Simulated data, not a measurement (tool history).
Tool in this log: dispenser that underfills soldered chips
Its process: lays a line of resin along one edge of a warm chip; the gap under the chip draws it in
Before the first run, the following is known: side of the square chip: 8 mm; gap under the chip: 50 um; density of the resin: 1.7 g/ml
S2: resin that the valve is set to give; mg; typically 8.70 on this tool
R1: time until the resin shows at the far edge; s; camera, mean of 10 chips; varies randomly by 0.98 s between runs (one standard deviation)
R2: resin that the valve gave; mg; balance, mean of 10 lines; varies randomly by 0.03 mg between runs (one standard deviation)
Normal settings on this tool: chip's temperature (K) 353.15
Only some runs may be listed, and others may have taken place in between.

{"run": 1, "hour": 0.0, "chip's temperature (K)": 353.15, "S2": 8.7, "R1": 129.5, "R2": 8.5}
{"run": 2, "hour": 4.5, "chip's temperature (K)": 353.15, "S2": 8.7, "R1": 166.7, "R2": 8.54}
{"hour": 9.6, "done": "dispensing valve cleaned and set on the balance"}
{"run": 3, "hour": 10.7, "chip's temperature (K)": 353.15, "S2": 7.93, "R1": 224.4, "R2": 7.93}
{"hour": 13.7, "done": "new syringe of resin"}
{"run": 4, "hour": 16.9, "chip's temperature (K)": 353.15, "S2": 7.93, "R1": 111.4, "R2": 7.93}
{"run": 5, "hour": 22.9, "chip's temperature (K)": 353.15, "S2": 8.7, "R1": 153.2, "R2": 8.69}
{"run": 6, "hour": 30.7, "chip's temperature (K)": 363.15, "S2": 8.7, "R1": 161.4, "R2": 8.67}
{"hour": 31.7, "done": "new syringe of resin"}
{"run": 7, "hour": 39.0, "chip's temperature (K)": 363.15, "S2": 8.7, "R1": 97.2, "R2": 8.61}
{"run": 8, "hour": 44.9, "chip's temperature (K)": 363.15, "S2": 8.7, "R1": 132.5, "R2": 8.68}
{"hour": 49.9, "done": "new syringe of resin"}
{"run": 9, "hour": 49.9, "chip's temperature (K)": 367.15, "S2": 8.7, "R1": 54.3, "R2": 8.61}
{"run": 10, "hour": 55.4, "chip's temperature (K)": 367.15, "S2": 8.7, "R1": 74.5, "R2": 8.6}
{"run": 11, "hour": 61.3, "chip's temperature (K)": 367.15, "S2": 8.7, "R1": 106.6, "R2": 8.57}
{"run": 12, "hour": 66.1, "chip's temperature (K)": 368.15, "S2": 8.7, "R1": 132.4, "R2": 8.58}
{"hour": 68.2, "done": "new syringe of resin"}
{"run": 13, "hour": 70.3, "chip's temperature (K)": 362.15, "S2": 8.7, "R1": 70.3, "R2": 8.6}
{"run": 14, "hour": 75.2, "chip's temperature (K)": 362.15, "S2": 8.49, "R1": 96.0, "R2": 8.41}
{"run": 15, "hour": 82.4, "chip's temperature (K)": 362.15, "S2": 8.49, "R1": 142.0, "R2": 8.35}
{"hour": 86.5, "done": "new syringe of resin"}
{"run": 16, "hour": 86.9, "chip's temperature (K)": 355.15, "S2": 8.49, "R1": 84.5, "R2": 8.33}
{"run": 17, "hour": 93.1, "chip's temperature (K)": 355.15, "S2": 8.49, "R1": 121.6, "R2": 8.38}
{"hour": 97.1, "done": "dispensing valve cleaned and set on the balance"}
{"run": 18, "hour": 103.3, "chip's temperature (K)": 355.15, "S2": 7.45, "R1": 212.7, "R2": 7.43}
{"hour": 105.7, "done": "new syringe of resin"}
{"run": 19, "hour": 108.4, "chip's temperature (K)": 363.15, "S2": 9.93, "R1": 69.9, "R2": 9.85}
{"run": 20, "hour": 113.2, "chip's temperature (K)": 363.15, "S2": 9.93, "R1": 94.7, "R2": 9.91}
{"run": 21, "hour": 121.8, "chip's temperature (K)": 363.15, "S2": 9.93, "R1": 154.9, "R2": 9.84}
{"hour": 124.0, "done": "new syringe of resin"}
{"run": 22, "hour": 129.0, "chip's temperature (K)": 363.15, "S2": 9.93, "R1": 83.7, "R2": 9.85}
{"run": 23, "hour": 138.1, "chip's temperature (K)": 354.15, "S2": 9.43, "R1": 192.4, "R2": 9.32}
{"hour": 142.7, "done": "new syringe of resin"}
{"run": 24, "hour": 143.5, "chip's temperature (K)": 354.15, "S2": 9.43, "R1": 91.3, "R2": 9.26}
{"run": 25, "hour": 151.7, "chip's temperature (K)": 354.15, "S2": 9.43, "R1": 145.8, "R2": 9.27}
{"run": 26, "hour": 156.9, "chip's temperature (K)": 356.15, "S2": 10.79, "R1": 177.5, "R2": 10.62}
{"hour": 160.7, "done": "new syringe of resin"}
{"run": 27, "hour": 163.6, "chip's temperature (K)": 364.15, "S2": 8.16, "R1": 71.5, "R2": 8.02}
{"run": 28, "hour": 167.6, "chip's temperature (K)": 366.15, "S2": 9.34, "R1": 82.3, "R2": 9.23}
{"run": 29, "hour": 171.6, "chip's temperature (K)": 345.15, "S2": 7.66, "R1": 240.4, "R2": 7.49}
{"run": 30, "hour": 176.1, "chip's temperature (K)": 339.15, "S2": 8.7, "R1": 384.9, "R2": 8.58}
{"hour": 179.0, "done": "new syringe of resin"}
{"run": 31, "hour": 182.1, "chip's temperature (K)": 339.15, "S2": 8.7, "R1": 196.1, "R2": 8.51}
{"hour": 184.5, "done": "dispensing valve cleaned and set on the balance"}
{"run": 32, "hour": 188.1, "chip's temperature (K)": 339.15, "S2": 8.7, "R1": 255.5, "R2": 8.58}
{"run": 33, "hour": 197.3, "chip's temperature (K)": 367.15, "S2": 9.13, "R1": 145.0, "R2": 9.02}
{"hour": 198.4, "done": "new syringe of resin"}
{"run": 34, "hour": 205.3, "chip's temperature (K)": 348.15, "S2": 7.92, "R1": 163.7, "R2": 7.83}

What if the next run were any one of these 3? Each begins from the tool's condition after run 34:
{"run": "A", "hour": 211.9, "chip's temperature (K)": 344.15, "S2": 8.7, "R1": "?", "R2": "?"}
{"run": "B", "hour": 211.9, "chip's temperature (K)": 353.15, "S2": 7.43, "R1": "?", "R2": "?"}
{"run": "C", "hour": 211.9, "chip's temperature (K)": 344.15, "S2": 7.92, "R1": "?", "R2": "?"}

run=A R1=270.9 R2=8.60
run=B R1=202.9 R2=7.34
run=C R1=276.8 R2=7.81
With no hidden state in the tool, these same runs would have given:
run=A R1=132.6 R2=8.69
run=B R1=99.1 R2=7.42
run=C R1=135.7 R2=7.89
